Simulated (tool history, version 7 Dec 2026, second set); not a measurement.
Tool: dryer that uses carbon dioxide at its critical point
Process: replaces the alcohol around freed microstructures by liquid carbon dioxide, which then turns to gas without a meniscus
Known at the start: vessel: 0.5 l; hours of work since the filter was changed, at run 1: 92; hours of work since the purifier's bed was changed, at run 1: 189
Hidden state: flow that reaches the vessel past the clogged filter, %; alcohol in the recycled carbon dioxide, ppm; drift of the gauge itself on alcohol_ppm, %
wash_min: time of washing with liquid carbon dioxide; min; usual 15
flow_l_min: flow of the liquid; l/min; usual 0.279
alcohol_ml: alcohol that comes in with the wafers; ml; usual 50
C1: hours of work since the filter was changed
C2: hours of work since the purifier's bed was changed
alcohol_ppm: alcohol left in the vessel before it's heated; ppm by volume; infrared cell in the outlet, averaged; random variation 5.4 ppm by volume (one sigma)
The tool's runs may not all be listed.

Run 1, hour 0.0: usual settings; C1 92; C2 189. Result: alcohol_ppm 197 ppm by volume.
Run 2, hour 7.5: usual settings but flow_l_min 0.302 l/min; C1 96; C2 192. Result: alcohol_ppm 127 ppm by volume.
Run 3, hour 14.7: usual settings; C1 100; C2 196. Result: alcohol_ppm 206 ppm by volume.
Run 4, hour 22.9: usual settings; C1 104; C2 200. Result: alcohol_ppm 202 ppm by volume.
Run 5, hour 32.6: usual settings; C1 109; C2 205. Result: alcohol_ppm 211 ppm by volume.
Run 6, hour 40.7: usual settings; C1 113; C2 209. Result: alcohol_ppm 212 ppm by volume.
Run 7, hour 50.8: usual settings; C1 118; C2 214. Result: alcohol_ppm 223 ppm by volume.
Run 8, hour 59.8: usual settings; C1 123; C2 219. Result: alcohol_ppm 207 ppm by volume.
Run 9, hour 70.8: usual settings; C1 128; C2 225. Result: alcohol_ppm 219 ppm by volume.
Run 10, hour 78.7: usual settings; C1 132; C2 229. Result: alcohol_ppm 226 ppm by volume.
Run 11, hour 88.2: usual settings but alcohol_ml 25 ml; C1 137; C2 233. Result: alcohol_ppm 142 ppm by volume.
Run 12, hour 95.4: usual settings but alcohol_ml 25 ml; C1 141; C2 237. Result: alcohol_ppm 139 ppm by volume.
Run 13, hour 106.5: usual settings but alcohol_ml 25 ml; C1 146; C2 243. Result: alcohol_ppm 136 ppm by volume.
Run 14, hour 116.6: usual settings but flow_l_min 0.387 l/min; C1 151; C2 248. Result: alcohol_ppm 71 ppm by volume.
Run 15, hour 126.9: usual settings; C1 157; C2 253. Result: alcohol_ppm 225 ppm by volume.
Run 16, hour 136.4: usual settings but wash_min 12 min, flow_l_min 0.268 l/min, alcohol_ml 112 ml; C1 161; C2 258. Result: alcohol_ppm 1735 ppm by volume.
Run 17, hour 141.4: usual settings but flow_l_min 0.268 l/min; C1 164; C2 261. Result: alcohol_ppm 274 ppm by volume.
Run 18, hour 148.8: usual settings but wash_min 18 min, flow_l_min 0.220 l/min; C1 168; C2 264. Result: alcohol_ppm 336 ppm by volume.
Run 19, hour 160.3: usual settings but wash_min 12 min, flow_l_min 0.220 l/min, alcohol_ml 72 ml; C1 174; C2 270. Result: alcohol_ppm 2739 ppm by volume.
Run 20, hour 168.7: usual settings but wash_min 12 min, flow_l_min 0.220 l/min, alcohol_ml 72 ml; C1 178; C2 274. Result: alcohol_ppm 2819 ppm by volume.
Run 21, hour 174.7: usual settings but wash_min 12 min, flow_l_min 0.220 l/min, alcohol_ml 72 ml; C1 181; C2 277. Result: alcohol_ppm 2804 ppm by volume.
Run 22, hour 185.1: usual settings but flow_l_min 0.222 l/min, alcohol_ml 24 ml; C1 186; C2 283. Result: alcohol_ppm 405 ppm by volume.
Run 23, hour 190.6: usual settings but flow_l_min 0.222 l/min, alcohol_ml 61 ml; C1 189; C2 286. Result: alcohol_ppm 901 ppm by volume.
Run 24, hour 197.5: usual settings but flow_l_min 0.222 l/min, alcohol_ml 61 ml; C1 193; C2 289. Result: alcohol_ppm 924 ppm by volume.
Run 25, hour 208.2: usual settings but flow_l_min 0.222 l/min, alcohol_ml 61 ml; C1 198; C2 294. Result: alcohol_ppm 923 ppm by volume.
Run 26, hour 219.4: usual settings but wash_min 11 min, flow_l_min 0.222 l/min, alcohol_ml 22 ml; C1 204; C2 300. Result: alcohol_ppm 1221 ppm by volume.
Run 27, hour 224.4: usual settings but wash_min 11 min, flow_l_min 0.222 l/min, alcohol_ml 22 ml; C1 206; C2 303. Result: alcohol_ppm 1189 ppm by volume.
Run 28, hour 231.4: usual settings but wash_min 18 min, flow_l_min 0.222 l/min, alcohol_ml 22 ml; C1 210; C2 306. Result: alcohol_ppm 183 ppm by volume.
Run 29, hour 240.3: usual settings but wash_min 18 min, flow_l_min 0.231 l/min, alcohol_ml 32 ml; C1 214; C2 311. Result: alcohol_ppm 185 ppm by volume.
Run 30, hour 246.6: usual settings but wash_min 18 min, flow_l_min 0.231 l/min, alcohol_ml 32 ml; C1 218; C2 314. Result: alcohol_ppm 207 ppm by volume.

Some steps in alcohol_ppm between neighbouring runs. How much of each would the tool show without its hidden state too (settings, what came in, random variation), and how much is left for the hidden state, with any gauge scatter that isn't in both results?
Run 15 -> 16: wash_min 15 -> 12, flow_l_min 0.279 -> 0.268, alcohol_ml 50 -> 112. alcohol_ppm +1510 ppm by volume: hidden state +202, all else +1308.
Run 18 -> 19: wash_min 18 -> 12, alcohol_ml 50 -> 72. alcohol_ppm +2403 ppm by volume: hidden state +276, all else +2127.
Run 21 -> 22: wash_min 12 -> 15, flow_l_min 0.220 -> 0.222, alcohol_ml 72 -> 24. alcohol_ppm -2399 ppm by volume: hidden state -289, all else -2110.

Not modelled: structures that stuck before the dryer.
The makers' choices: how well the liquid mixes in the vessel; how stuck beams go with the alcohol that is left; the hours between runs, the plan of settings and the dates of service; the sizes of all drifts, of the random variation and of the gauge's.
